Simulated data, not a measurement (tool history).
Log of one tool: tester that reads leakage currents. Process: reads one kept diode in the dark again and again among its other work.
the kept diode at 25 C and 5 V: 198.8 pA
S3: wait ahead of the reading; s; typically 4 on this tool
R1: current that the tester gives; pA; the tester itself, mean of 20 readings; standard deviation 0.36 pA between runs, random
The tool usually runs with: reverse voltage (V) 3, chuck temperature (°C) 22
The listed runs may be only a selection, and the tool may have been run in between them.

Run 1, hour 0: usual settings. Result: R1 112.61 pA.
Run 2, hour 108: usual settings but S3 0.94 s. Result: R1 112.32 pA.
Run 3, hour 184.3: usual settings but S3 0.94 s. Result: R1 112.09 pA.
Run 4, hour 275.6: usual settings but S3 0.94 s. Result: R1 111.73 pA.
Run 5, hour 403.8: usual settings but S3 0.94 s. Result: R1 111.48 pA.
Run 6, hour 509.7: usual settings but chuck temperature (°C) 32, S3 0.94 s. Result: R1 282.24 pA.
Run 7, hour 699.4: usual settings but chuck temperature (°C) 32, S3 0.94 s. Result: R1 278.34 pA.
Run 8, hour 833.6: usual settings but chuck temperature (°C) 32, S3 0.94 s. Result: R1 277.02 pA.
At hour 991.8: chuck's temperature calibrated.
Run 9, hour 991.8: usual settings but chuck temperature (°C) 32, S3 0.94 s. Result: R1 314.03 pA.
Run 10, hour 1165.3: usual settings but reverse voltage (V) 1.32. Result: R1 85.8 pA.
Run 11, hour 1330.5: usual settings but reverse voltage (V) 1.32. Result: R1 85.25 pA.
At hour 1343: tester calibrated.
Run 12, hour 1514.4: usual settings but reverse voltage (V) 1.32. Result: R1 84.35 pA.
Run 13, hour 1663.3: usual settings but reverse voltage (V) 4.37. Result: R1 144.57 pA.
Run 14, hour 1774.5: usual settings but reverse voltage (V) 4.37. Result: R1 143.95 pA.
Run 15, hour 1957: usual settings but reverse voltage (V) 4.37. Result: R1 143.1 pA.
Run 16, hour 2043.8: usual settings but reverse voltage (V) 4.37. Result: R1 142.55 pA.
Run 17, hour 2161.7: usual settings but reverse voltage (V) 2.52, chuck temperature (°C) 30, S3 0.36 s. Result: R1 231 pA.
At hour 2189.4: tester calibrated, once more.
Run 18, hour 2269.1: usual settings but reverse voltage (V) 2.52, chuck temperature (°C) 30, S3 0.36 s. Result: R1 235.36 pA.
Run 19, hour 2369.8: usual settings but reverse voltage (V) 1.19, chuck temperature (°C) 23, S3 2.56 s. Result: R1 88.19 pA.
Run 20, hour 2467: usual settings but reverse voltage (V) 1.19, chuck temperature (°C) 23, S3 2.56 s. Result: R1 87.37 pA.
Run 21, hour 2555.8: usual settings but reverse voltage (V) 1.19, chuck temperature (°C) 23, S3 2.56 s. Result: R1 86.67 pA.
At hour 2676.1: probe card cleaned and baked.
Run 22, hour 2699.8: usual settings but reverse voltage (V) 1.19, chuck temperature (°C) 23, S3 2.56 s. Result: R1 83.09 pA.
Run 23, hour 2865.3: usual settings but reverse voltage (V) 1.19, chuck temperature (°C) 23, S3 2.56 s. Result: R1 82.39 pA.
Run 24, hour 2969: usual settings but reverse voltage (V) 1.19, chuck temperature (°C) 23, S3 2.56 s. Result: R1 82.27 pA.
Run 25, hour 3112.9: usual settings but reverse voltage (V) 6.93, chuck temperature (°C) 37, S3 2.47 s. Result: R1 646.1 pA.
Run 26, hour 3278.7: usual settings but chuck temperature (°C) 21, S3 2.57 s. Result: R1 98.55 pA.
Run 27, hour 3379.7: usual settings but reverse voltage (V) 14.34, chuck temperature (°C) 31, S3 8.75 s. Result: R1 498.85 pA.
Run 28, hour 3480.6: usual settings but reverse voltage (V) 5.89, chuck temperature (°C) 27, S3 0.4 s. Result: R1 235.17 pA.
Run 29, hour 3620.2: usual settings but reverse voltage (V) 5.3, chuck temperature (°C) 36. Result: R1 516.57 pA.

Measured minus without-hidden-state, run by run (identical run-to-run variation in each term; gauge scatter may differ):
Unlogged tool condition in this case: stray current of the dirty probe card, pA a volt; current scale over the true one, %; true chuck temperature over the reading, C; drift of the gauge itself on leakage_pa, %.
run      R1
  1   -6.67
  2   -7.07
  3   -7.28
  4   -7.66
  5   -8.14
  6  -30.62
  7  -32.54
  8  -34.07
  9   +1.92
 10   +1.14
 11   +0.62
 12   -0.57
 13   +4.03
 14   +3.53
 15   +2.79
 16   +2.44
 17  -10.11
 18   -5.01
 19   -1.65
 20   -1.99
 21   -2.28
 22   -6.49
 23   -6.99
 24   -7.43
 25  -57.19
 26   -9.99
 27  -48.84
 28  -24.77
 29  -57.05
